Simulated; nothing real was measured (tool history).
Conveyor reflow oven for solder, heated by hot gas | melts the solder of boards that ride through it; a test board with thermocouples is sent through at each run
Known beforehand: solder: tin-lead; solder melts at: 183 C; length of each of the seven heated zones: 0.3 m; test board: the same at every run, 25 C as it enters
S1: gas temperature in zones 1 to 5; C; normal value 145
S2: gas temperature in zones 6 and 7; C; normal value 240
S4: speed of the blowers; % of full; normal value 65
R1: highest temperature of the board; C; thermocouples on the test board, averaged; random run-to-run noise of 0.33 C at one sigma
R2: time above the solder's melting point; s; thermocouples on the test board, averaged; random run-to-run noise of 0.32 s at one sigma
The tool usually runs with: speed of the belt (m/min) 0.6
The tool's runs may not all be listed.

Run 1, hour 0: usual settings. Result: R1 224.1 C, R2 50.5 s.
Run 2, hour 64.9: usual settings. Result: R1 224 C, R2 51.1 s.
Run 3, hour 128.9: usual settings but S4 68 % of full. Result: R1 225.1 C, R2 50.8 s.
Run 4, hour 170.2: usual settings but S4 68 % of full. Result: R1 224.6 C, R2 50.3 s.
Run 5, hour 236: usual settings. Result: R1 224.1 C, R2 51 s.
Run 6, hour 298.8: usual settings. Result: R1 223.8 C, R2 50.8 s.
At hour 332.9: flux residue cleaned out of gas plates and filters.
Run 7, hour 366.7: usual settings. Result: R1 224.3 C, R2 51.2 s.
Run 8, hour 426.7: usual settings. Result: R1 224.3 C, R2 51.2 s.
Run 9, hour 480.3: usual settings. Result: R1 224.4 C, R2 51.3 s.
Run 10, hour 526.5: usual settings. Result: R1 224.4 C, R2 51.7 s.
Run 11, hour 556.6: usual settings. Result: R1 223.8 C, R2 50.8 s.
Run 12, hour 623.1: usual settings but S1 149 C, S2 253 C, speed of the belt (m/min) 0.668, S4 61 % of full. Result: R1 231.8 C, R2 49.3 s.
Run 13, hour 656: usual settings but S1 149 C, S2 253 C, speed of the belt (m/min) 0.668, S4 61 % of full. Result: R1 231.1 C, R2 50.1 s.
Run 14, hour 699.8: usual settings but S1 158 C, S2 239 C, speed of the belt (m/min) 0.671, S4 71 % of full. Result: R1 223.3 C, R2 48.8 s.
Run 15, hour 741.6: usual settings but S1 158 C, S2 239 C, speed of the belt (m/min) 0.671, S4 71 % of full. Result: R1 223.1 C, R2 49 s.
Run 16, hour 771.1: usual settings but S1 141 C, S2 239 C, speed of the belt (m/min) 0.671, S4 71 % of full. Result: R1 219.4 C, R2 42.3 s.
Run 17, hour 818.2: usual settings but S1 151 C, S2 239 C, speed of the belt (m/min) 0.48, S4 71 % of full. Result: R1 230.1 C, R2 70.1 s.
Run 18, hour 863.5: usual settings but S1 151 C, S2 239 C, speed of the belt (m/min) 0.48, S4 71 % of full. Result: R1 231.2 C, R2 70.1 s.
At hour 908.6: flux residue cleaned out of gas plates and filters.
Run 19, hour 925.8: usual settings but S1 138 C, S2 242 C, speed of the belt (m/min) 0.559, S4 73 % of full. Result: R1 228 C, R2 54.6 s.
Run 20, hour 953.7: usual settings but S1 154 C, S2 243 C, speed of the belt (m/min) 0.559, S4 52 % of full. Result: R1 227.9 C, R2 60.4 s.

3 options for the next run, each taken on its own from the tool as it stands now. Forecast them:
Run A, hour 983.2: usual settings but S1 149 C, speed of the belt (m/min) 0.604, S4 56 % of full. Result: R1 ?, R2 ?.
Run B, hour 983.2: usual settings but S1 154 C, S2 243 C, speed of the belt (m/min) 0.537, S4 63 % of full. Result: R1 ?, R2 ?.
Run C, hour 983.2: usual settings but S1 149 C, S2 247 C. Result: R1 ?, R2 ?.

run     R1    R2
  A  223.3  50.7
  B  231.7  63.9
  C  230.9  55.2
Without the tool's hidden state the same runs would have given:
run     R1    R2
  A  223.2  50.5
  B  231.5  63.8
  C  230.7    55
